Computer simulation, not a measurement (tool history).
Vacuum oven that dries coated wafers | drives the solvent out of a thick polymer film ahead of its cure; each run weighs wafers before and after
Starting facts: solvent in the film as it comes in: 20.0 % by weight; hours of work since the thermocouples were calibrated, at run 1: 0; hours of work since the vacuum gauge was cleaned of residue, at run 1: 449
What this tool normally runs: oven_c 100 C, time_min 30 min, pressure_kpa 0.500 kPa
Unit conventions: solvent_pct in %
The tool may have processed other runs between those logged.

run	day	oven_c	time_min	pressure_kpa	hours of work since the thermocouples were calibrated	hours of work since the vacuum gauge was cleaned of residue	solvent_pct
1	0.000	100	30	0.500	0	449	2.07
2	1.267	100	30	0.500	22	470	1.99
3	2.488	100	30	1.541	43	491	2.74
4	3.862	100	30	1.541	66	515	2.77
5	5.525	100	30	1.541	95	543	2.74
6	6.517	100	30	1.541	112	560	2.83
7	7.296	100	30	1.541	125	574	2.73

Predict the results of run 8:
8	8.021	113	30	0.884	137	586	?

solvent_pct: 0.39 %
Minus the tool's unlogged condition, the same run would have read solvent_pct 0.38 %.
